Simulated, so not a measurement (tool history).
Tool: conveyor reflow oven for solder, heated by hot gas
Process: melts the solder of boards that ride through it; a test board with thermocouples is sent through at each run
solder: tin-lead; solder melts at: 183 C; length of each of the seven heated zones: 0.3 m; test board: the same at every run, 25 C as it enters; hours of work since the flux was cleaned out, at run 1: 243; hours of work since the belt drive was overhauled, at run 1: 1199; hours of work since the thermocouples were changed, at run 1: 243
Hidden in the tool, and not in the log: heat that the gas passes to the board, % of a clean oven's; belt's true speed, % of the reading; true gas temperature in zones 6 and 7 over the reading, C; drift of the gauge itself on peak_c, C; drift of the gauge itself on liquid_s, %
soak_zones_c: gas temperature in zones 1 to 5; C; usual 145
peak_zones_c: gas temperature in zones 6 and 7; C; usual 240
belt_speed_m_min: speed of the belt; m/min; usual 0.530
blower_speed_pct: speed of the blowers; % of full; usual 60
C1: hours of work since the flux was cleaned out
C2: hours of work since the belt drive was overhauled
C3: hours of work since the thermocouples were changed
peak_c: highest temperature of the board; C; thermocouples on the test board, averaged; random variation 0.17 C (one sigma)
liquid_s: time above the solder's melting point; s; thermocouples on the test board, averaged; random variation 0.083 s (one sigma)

{"run": 1, "hour": 0.0, "soak_zones_c": 145, "peak_zones_c": 240, "belt_speed_m_min": 0.53, "blower_speed_pct": 60, "C1": 243, "C2": 1199, "C3": 243, "peak_c": 218.7, "liquid_s": 53.33}
{"hour": 25.4, "done": "flux residue cleaned out of gas plates and filters"}
{"run": 2, "hour": 39.3, "soak_zones_c": 145, "peak_zones_c": 240, "belt_speed_m_min": 0.605, "blower_speed_pct": 60, "C1": 7, "C2": 1217, "C3": 260, "peak_c": 213.4, "liquid_s": 42.54}
{"hour": 63.0, "done": "belt drive overhauled, speed set with a stopwatch"}
{"run": 3, "hour": 69.4, "soak_zones_c": 145, "peak_zones_c": 240, "belt_speed_m_min": 0.605, "blower_speed_pct": 60, "C1": 21, "C2": 3, "C3": 274, "peak_c": 213.3, "liquid_s": 42.66}
{"run": 4, "hour": 107.7, "soak_zones_c": 145, "peak_zones_c": 240, "belt_speed_m_min": 0.605, "blower_speed_pct": 60, "C1": 40, "C2": 23, "C3": 293, "peak_c": 213.3, "liquid_s": 42.52}
{"run": 5, "hour": 157.1, "soak_zones_c": 145, "peak_zones_c": 240, "belt_speed_m_min": 0.605, "blower_speed_pct": 60, "C1": 66, "C2": 48, "C3": 319, "peak_c": 213.3, "liquid_s": 42.49}
{"run": 6, "hour": 188.9, "soak_zones_c": 145, "peak_zones_c": 240, "belt_speed_m_min": 0.605, "blower_speed_pct": 60, "C1": 82, "C2": 65, "C3": 335, "peak_c": 213.4, "liquid_s": 42.48}
{"run": 7, "hour": 245.1, "soak_zones_c": 145, "peak_zones_c": 240, "belt_speed_m_min": 0.605, "blower_speed_pct": 60, "C1": 111, "C2": 94, "C3": 364, "peak_c": 212.9, "liquid_s": 42.44}
{"run": 8, "hour": 273.6, "soak_zones_c": 145, "peak_zones_c": 240, "belt_speed_m_min": 0.53, "blower_speed_pct": 60, "C1": 126, "C2": 108, "C3": 379, "peak_c": 218.8, "liquid_s": 53.52}
{"run": 9, "hour": 311.7, "soak_zones_c": 158, "peak_zones_c": 240, "belt_speed_m_min": 0.53, "blower_speed_pct": 60, "C1": 145, "C2": 128, "C3": 398, "peak_c": 221.5, "liquid_s": 60.34}
{"run": 10, "hour": 351.9, "soak_zones_c": 146, "peak_zones_c": 240, "belt_speed_m_min": 0.53, "blower_speed_pct": 60, "C1": 166, "C2": 149, "C3": 419, "peak_c": 218.7, "liquid_s": 53.81}
{"run": 11, "hour": 389.1, "soak_zones_c": 146, "peak_zones_c": 240, "belt_speed_m_min": 0.53, "blower_speed_pct": 60, "C1": 185, "C2": 168, "C3": 438, "peak_c": 219.1, "liquid_s": 53.97}
{"run": 12, "hour": 437.2, "soak_zones_c": 145, "peak_zones_c": 255, "belt_speed_m_min": 0.53, "blower_speed_pct": 56, "C1": 210, "C2": 192, "C3": 463, "peak_c": 229.7, "liquid_s": 60.22}
{"run": 13, "hour": 484.7, "soak_zones_c": 157, "peak_zones_c": 245, "belt_speed_m_min": 0.615, "blower_speed_pct": 66, "C1": 234, "C2": 217, "C3": 487, "peak_c": 222.2, "liquid_s": 51.75}
{"run": 14, "hour": 519.9, "soak_zones_c": 148, "peak_zones_c": 231, "belt_speed_m_min": 0.614, "blower_speed_pct": 86, "C1": 252, "C2": 235, "C3": 505, "peak_c": 214.7, "liquid_s": 44.68}
{"hour": 529.5, "done": "flux residue cleaned out of gas plates and filters"}
{"run": 15, "hour": 569.1, "soak_zones_c": 148, "peak_zones_c": 231, "belt_speed_m_min": 0.614, "blower_speed_pct": 86, "C1": 20, "C2": 258, "C3": 528, "peak_c": 214.7, "liquid_s": 44.94}
{"run": 16, "hour": 624.5, "soak_zones_c": 155, "peak_zones_c": 242, "belt_speed_m_min": 0.584, "blower_speed_pct": 50, "C1": 49, "C2": 286, "C3": 556, "peak_c": 214.8, "liquid_s": 48.26}
{"run": 17, "hour": 678.9, "soak_zones_c": 155, "peak_zones_c": 242, "belt_speed_m_min": 0.584, "blower_speed_pct": 50, "C1": 77, "C2": 314, "C3": 584, "peak_c": 215.0, "liquid_s": 48.22}
{"run": 18, "hour": 719.9, "soak_zones_c": 159, "peak_zones_c": 242, "belt_speed_m_min": 0.584, "blower_speed_pct": 50, "C1": 98, "C2": 335, "C3": 605, "peak_c": 216.0, "liquid_s": 50.58}
{"run": 19, "hour": 754.3, "soak_zones_c": 159, "peak_zones_c": 242, "belt_speed_m_min": 0.49, "blower_speed_pct": 53, "C1": 116, "C2": 353, "C3": 623, "peak_c": 223.7, "liquid_s": 67.23}
{"run": 20, "hour": 798.6, "soak_zones_c": 145, "peak_zones_c": 244, "belt_speed_m_min": 0.49, "blower_speed_pct": 53, "C1": 138, "C2": 376, "C3": 646, "peak_c": 222.2, "liquid_s": 60.51}
{"run": 21, "hour": 852.7, "soak_zones_c": 145, "peak_zones_c": 240, "belt_speed_m_min": 0.465, "blower_speed_pct": 53, "C1": 166, "C2": 403, "C3": 674, "peak_c": 220.8, "liquid_s": 62.82}
{"run": 22, "hour": 901.2, "soak_zones_c": 145, "peak_zones_c": 240, "belt_speed_m_min": 0.516, "blower_speed_pct": 72, "C1": 191, "C2": 428, "C3": 699, "peak_c": 223.3, "liquid_s": 58.36}

5 ways to go on from here, each from the tool as it stands after run 22. What would each give?
{"run": "A", "hour": 962.5, "soak_zones_c": 136, "peak_zones_c": 232, "belt_speed_m_min": 0.482, "blower_speed_pct": 60, "C1": 223, "C2": 460, "C3": 730, "peak_c": "?", "liquid_s": "?"}
{"run": "B", "hour": 962.5, "soak_zones_c": 135, "peak_zones_c": 254, "belt_speed_m_min": 0.428, "blower_speed_pct": 60, "C1": 223, "C2": 460, "C3": 730, "peak_c": "?", "liquid_s": "?"}
{"run": "C", "hour": 962.5, "soak_zones_c": 139, "peak_zones_c": 240, "belt_speed_m_min": 0.44, "blower_speed_pct": 60, "C1": 223, "C2": 460, "C3": 730, "peak_c": "?", "liquid_s": "?"}
{"run": "D", "hour": 962.5, "soak_zones_c": 145, "peak_zones_c": 244, "belt_speed_m_min": 0.516, "blower_speed_pct": 84, "C1": 223, "C2": 460, "C3": 730, "peak_c": "?", "liquid_s": "?"}
{"run": "E", "hour": 962.5, "soak_zones_c": 145, "peak_zones_c": 240, "belt_speed_m_min": 0.5, "blower_speed_pct": 60, "C1": 223, "C2": 460, "C3": 730, "peak_c": "?", "liquid_s": "?"}

run=A peak_c=213.4 liquid_s=51.81
run=B peak_c=236.5 liquid_s=75.45
run=C peak_c=224.0 liquid_s=66.86
run=D peak_c=229.9 liquid_s=62.08
run=E peak_c=220.7 liquid_s=58.37
Without the tool's hidden state the same runs would have given:
run=A peak_c=213.4 liquid_s=51.86
run=B peak_c=236.6 liquid_s=75.47
run=C peak_c=224.1 liquid_s=66.90
run=D peak_c=230.0 liquid_s=62.10
run=E peak_c=220.8 liquid_s=58.40

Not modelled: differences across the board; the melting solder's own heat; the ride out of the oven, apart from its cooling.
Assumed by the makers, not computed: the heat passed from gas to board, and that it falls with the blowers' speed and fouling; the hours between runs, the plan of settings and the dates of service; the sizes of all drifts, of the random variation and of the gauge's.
